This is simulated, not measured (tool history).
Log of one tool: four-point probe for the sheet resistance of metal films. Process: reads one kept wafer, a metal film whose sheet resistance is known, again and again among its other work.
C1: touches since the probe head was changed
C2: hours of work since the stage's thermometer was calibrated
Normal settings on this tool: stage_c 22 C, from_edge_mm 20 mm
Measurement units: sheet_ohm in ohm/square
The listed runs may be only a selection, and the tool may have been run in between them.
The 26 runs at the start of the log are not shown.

Run 27, day 104.417: usual settings but stage_c 23 C, from_edge_mm 8 mm; C1 44962; C2 2327. Result: sheet_ohm 3.841048 ohm/square.
At day 106.942: stage's thermometer calibrated.
Run 28, day 107.750: usual settings but stage_c 30 C, from_edge_mm 4 mm; C1 48043; C2 10. Result: sheet_ohm 3.909751 ohm/square.
Run 29, day 110.900: usual settings but stage_c 30 C, from_edge_mm 4 mm; C1 50969; C2 51. Result: sheet_ohm 3.909525 ohm/square.
Run 30, day 114.917: usual settings but stage_c 19 C, from_edge_mm 4 mm; C1 54707; C2 102. Result: sheet_ohm 3.954629 ohm/square.
Run 31, day 120.017: usual settings but stage_c 33 C, from_edge_mm 13 mm; C1 59450; C2 168. Result: sheet_ohm 3.783372 ohm/square.
Run 32, day 124.112: usual settings but stage_c 33 C, from_edge_mm 13 mm; C1 63257; C2 220. Result: sheet_ohm 3.781206 ohm/square.
Run 33, day 126.925: usual settings but stage_c 33 C, from_edge_mm 13 mm; C1 65874; C2 256. Result: sheet_ohm 3.781252 ohm/square.
Run 34, day 131.471: usual settings but stage_c 27 C, from_edge_mm 8 mm; C1 70100; C2 314. Result: sheet_ohm 3.823282 ohm/square.
At day 133.554: new probe head fitted.
Run 35, day 135.671: usual settings but stage_c 27 C, from_edge_mm 40 mm; C1 1970; C2 368. Result: sheet_ohm 3.805801 ohm/square.
Run 36, day 139.679: usual settings but stage_c 21 C, from_edge_mm 32 mm; C1 5696; C2 419. Result: sheet_ohm 3.830093 ohm/square.

What if the next run were any one of these 3? Each begins from the tool's condition after run 36:
Run A, day 144.717: usual settings but stage_c 25 C; C1 10381; C2 484. Result: sheet_ohm ?.
Run B, day 144.717: usual settings but stage_c 29 C, from_edge_mm 73 mm; C1 10381; C2 484. Result: sheet_ohm ?.
Run C, day 144.717: usual settings but stage_c 31 C, from_edge_mm 47 mm; C1 10381; C2 484. Result: sheet_ohm ?.

run  sheet_ohm
  A   3.814575
  B   3.793363
  C   3.787543
Without the tool's hidden state the same runs would have given:
run  sheet_ohm
  A   3.822578
  B   3.801302
  C   3.795460
